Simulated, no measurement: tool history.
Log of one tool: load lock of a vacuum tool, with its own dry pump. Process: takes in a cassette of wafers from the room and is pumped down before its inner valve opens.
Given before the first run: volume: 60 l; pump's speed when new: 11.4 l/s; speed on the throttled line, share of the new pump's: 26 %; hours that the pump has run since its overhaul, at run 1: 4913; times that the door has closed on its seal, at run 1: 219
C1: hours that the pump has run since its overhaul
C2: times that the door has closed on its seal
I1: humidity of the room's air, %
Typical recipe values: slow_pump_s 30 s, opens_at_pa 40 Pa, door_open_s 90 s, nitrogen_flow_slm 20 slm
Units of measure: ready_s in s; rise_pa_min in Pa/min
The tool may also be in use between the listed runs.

run 1 hour=0.0 | slow_pump_s=30 opens_at_pa=40 door_open_s=90 nitrogen_flow_slm=20 | C1=4913 C2=219 | I1=43.4 | ready_s=64.6 rise_pa_min=0.020
run 2 hour=167.8 | slow_pump_s=30 opens_at_pa=40 door_open_s=90 nitrogen_flow_slm=18 | C1=5081 C2=394 | I1=47.9 | ready_s=64.7 rise_pa_min=0.016
run 3 hour=291.3 | slow_pump_s=33 opens_at_pa=40 door_open_s=90 nitrogen_flow_slm=18 | C1=5204 C2=522 | I1=43.4 | ready_s=67.7 rise_pa_min=0.019
run 4 hour=395.7 | slow_pump_s=33 opens_at_pa=40 door_open_s=90 nitrogen_flow_slm=26 | C1=5309 C2=631 | I1=45.6 | ready_s=67.6 rise_pa_min=0.014
run 5 hour=473.3 | slow_pump_s=33 opens_at_pa=40 door_open_s=90 nitrogen_flow_slm=26 | C1=5386 C2=712 | I1=43.4 | ready_s=67.6 rise_pa_min=0.015
run 6 hour=613.2 | slow_pump_s=33 opens_at_pa=40 door_open_s=49 nitrogen_flow_slm=26 | C1=5526 C2=858 | I1=46.4 | ready_s=67.1 rise_pa_min=0.016
run 7 hour=738.6 | slow_pump_s=33 opens_at_pa=40 door_open_s=94 nitrogen_flow_slm=13 | C1=5651 C2=988 | I1=45.7 | ready_s=67.2 rise_pa_min=0.025
run 8 hour=887.0 | slow_pump_s=30 opens_at_pa=49 door_open_s=130 nitrogen_flow_slm=20 | C1=5800 C2=1143 | I1=45.5 | ready_s=64.5 rise_pa_min=0.026
run 9 hour=995.0 | slow_pump_s=41 opens_at_pa=40 door_open_s=116 nitrogen_flow_slm=20 | C1=5908 C2=1256 | I1=46.0 | ready_s=72.8 rise_pa_min=0.020
run 10 hour=1084.0 | slow_pump_s=41 opens_at_pa=40 door_open_s=116 nitrogen_flow_slm=20 | C1=5997 C2=1348 | I1=48.5 | ready_s=73.6 rise_pa_min=0.019

Consider 5 possible next runs. They are alternatives, not a sequence: every one starts from the tool as it was left by run 10. What does each give?
run A hour=1237.5 | slow_pump_s=36 opens_at_pa=62 door_open_s=91 nitrogen_flow_slm=20 | C1=6150 C2=1508 | I1=43.3 | ready_s=? rise_pa_min=?
run B hour=1237.5 | slow_pump_s=23 opens_at_pa=38 door_open_s=66 nitrogen_flow_slm=20 | C1=6150 C2=1508 | I1=46.0 | ready_s=? rise_pa_min=?
run C hour=1237.5 | slow_pump_s=40 opens_at_pa=78 door_open_s=116 nitrogen_flow_slm=20 | C1=6150 C2=1508 | I1=46.6 | ready_s=? rise_pa_min=?
run D hour=1237.5 | slow_pump_s=30 opens_at_pa=45 door_open_s=90 nitrogen_flow_slm=20 | C1=6150 C2=1508 | I1=49.2 | ready_s=? rise_pa_min=?
run E hour=1237.5 | slow_pump_s=50 opens_at_pa=50 door_open_s=84 nitrogen_flow_slm=20 | C1=6150 C2=1508 | I1=47.9 | ready_s=? rise_pa_min=?

run=A ready_s=67.5 rise_pa_min=0.016
run=B ready_s=61.1 rise_pa_min=0.018
run=C ready_s=68.9 rise_pa_min=0.021
run=D ready_s=65.6 rise_pa_min=0.019
run=E ready_s=79.6 rise_pa_min=0.018
Had the tool no hidden state, the same runs would have come out as:
run=A ready_s=65.5 rise_pa_min=0.013
run=B ready_s=58.7 rise_pa_min=0.015
run=C ready_s=67.0 rise_pa_min=0.017
run=D ready_s=63.3 rise_pa_min=0.016
run=E ready_s=77.7 rise_pa_min=0.015

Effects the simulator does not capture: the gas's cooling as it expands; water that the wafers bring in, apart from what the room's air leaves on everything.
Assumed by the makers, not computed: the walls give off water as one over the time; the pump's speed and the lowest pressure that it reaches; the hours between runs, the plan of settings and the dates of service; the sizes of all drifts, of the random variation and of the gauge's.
